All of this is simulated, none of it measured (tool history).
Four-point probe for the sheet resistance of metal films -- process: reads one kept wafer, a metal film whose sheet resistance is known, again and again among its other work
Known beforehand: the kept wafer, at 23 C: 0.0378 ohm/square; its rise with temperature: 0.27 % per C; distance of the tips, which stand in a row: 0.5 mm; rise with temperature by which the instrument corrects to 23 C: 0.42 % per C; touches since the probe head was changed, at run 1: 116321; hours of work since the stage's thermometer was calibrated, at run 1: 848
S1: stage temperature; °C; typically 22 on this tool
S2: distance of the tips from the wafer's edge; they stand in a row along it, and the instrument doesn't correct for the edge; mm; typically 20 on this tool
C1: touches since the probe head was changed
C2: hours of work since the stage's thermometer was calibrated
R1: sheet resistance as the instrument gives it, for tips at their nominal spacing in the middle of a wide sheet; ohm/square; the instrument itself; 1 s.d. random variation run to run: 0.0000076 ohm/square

Run 1, hour 0.0: usual settings; C1 116321; C2 848. Result: R1 0.038353 ohm/square.
Run 2, hour 78.7: usual settings but S1 19 °C; C1 118579; C2 899. Result: R1 0.038524 ohm/square.
Run 3, hour 164.0: usual settings but S1 19 °C; C1 121027; C2 954. Result: R1 0.038521 ohm/square.
Run 4, hour 218.1: usual settings but S1 19 °C; C1 122577; C2 989. Result: R1 0.038532 ohm/square.
Run 5, hour 277.4: usual settings but S1 27 °C; C1 124280; C2 1027. Result: R1 0.038082 ohm/square.
Run 6, hour 352.5: usual settings but S2 4 mm; C1 126433; C2 1075. Result: R1 0.038659 ohm/square.
Run 7, hour 403.7: usual settings but S2 73 mm; C1 127902; C2 1109. Result: R1 0.038364 ohm/square.
Run 8, hour 470.3: usual settings but S2 73 mm; C1 129813; C2 1152. Result: R1 0.038353 ohm/square.
At hour 565.7: stage's thermometer calibrated.
Run 9, hour 570.5: usual settings; C1 132672; C2 3. Result: R1 0.038409 ohm/square.
Run 10, hour 663.6: usual settings; C1 135343; C2 63. Result: R1 0.038413 ohm/square.
Run 11, hour 740.9: usual settings; C1 137560; C2 113. Result: R1 0.038419 ohm/square.
Run 12, hour 807.0: usual settings; C1 139457; C2 156. Result: R1 0.038430 ohm/square.
Run 13, hour 899.7: usual settings; C1 142117; C2 216. Result: R1 0.038414 ohm/square.
Run 14, hour 951.0: usual settings but S1 23 °C, S2 36 mm; C1 143587; C2 249. Result: R1 0.038369 ohm/square.
At hour 1035.6: new probe head fitted.
Run 15, hour 1049.4: usual settings but S1 23 °C, S2 36 mm; C1 394; C2 312. Result: R1 0.037909 ohm/square.
Run 16, hour 1151.7: usual settings but S1 23 °C, S2 36 mm; C1 3330; C2 378. Result: R1 0.037913 ohm/square.
Run 17, hour 1263.0: usual settings but S1 32 °C, S2 12 mm; C1 6521; C2 450. Result: R1 0.037453 ohm/square.
Run 18, hour 1320.9: usual settings but S1 21 °C, S2 37 mm; C1 8183; C2 487. Result: R1 0.038036 ohm/square.
Run 19, hour 1379.3: usual settings but S2 8 mm; C1 9859; C2 525. Result: R1 0.038051 ohm/square.
Run 20, hour 1464.2: usual settings but S2 8 mm; C1 12292; C2 580. Result: R1 0.038063 ohm/square.
Run 21, hour 1576.5: usual settings but S1 24 °C, S2 17 mm; C1 15514; C2 652. Result: R1 0.037894 ohm/square.
Run 22, hour 1683.1: usual settings but S1 24 °C, S2 17 mm; C1 18572; C2 721. Result: R1 0.037906 ohm/square.
Run 23, hour 1747.1: usual settings but S1 24 °C, S2 17 mm; C1 20409; C2 762. Result: R1 0.037897 ohm/square.
Run 24, hour 1845.9: usual settings but S1 19 °C, S2 40 mm; C1 23244; C2 826. Result: R1 0.038174 ohm/square.
Run 25, hour 1926.1: usual settings but S1 18 °C, S2 17 mm; C1 25544; C2 878. Result: R1 0.038249 ohm/square.

Alternative continuations, all from the tool just after run 25; predict every row:
Run A, hour 2029.8: usual settings but S1 20 °C, S2 4 mm; C1 28518; C2 945. Result: R1 ?.
Run B, hour 2029.8: usual settings but S1 29 °C, S2 26 mm; C1 28518; C2 945. Result: R1 ?.
Run C, hour 2029.8: usual settings but S1 25 °C, S2 75 mm; C1 28518; C2 945. Result: R1 ?.
Run D, hour 2029.8: usual settings but S1 27 °C, S2 10 mm; C1 28518; C2 945. Result: R1 ?.

run        R1
  A  0.038424
  B  0.037630
  C  0.037836
  D  0.037763
Had the tool no hidden state, the same runs would have come out as:
run        R1
  A  0.038278
  B  0.037485
  C  0.037691
  D  0.037618
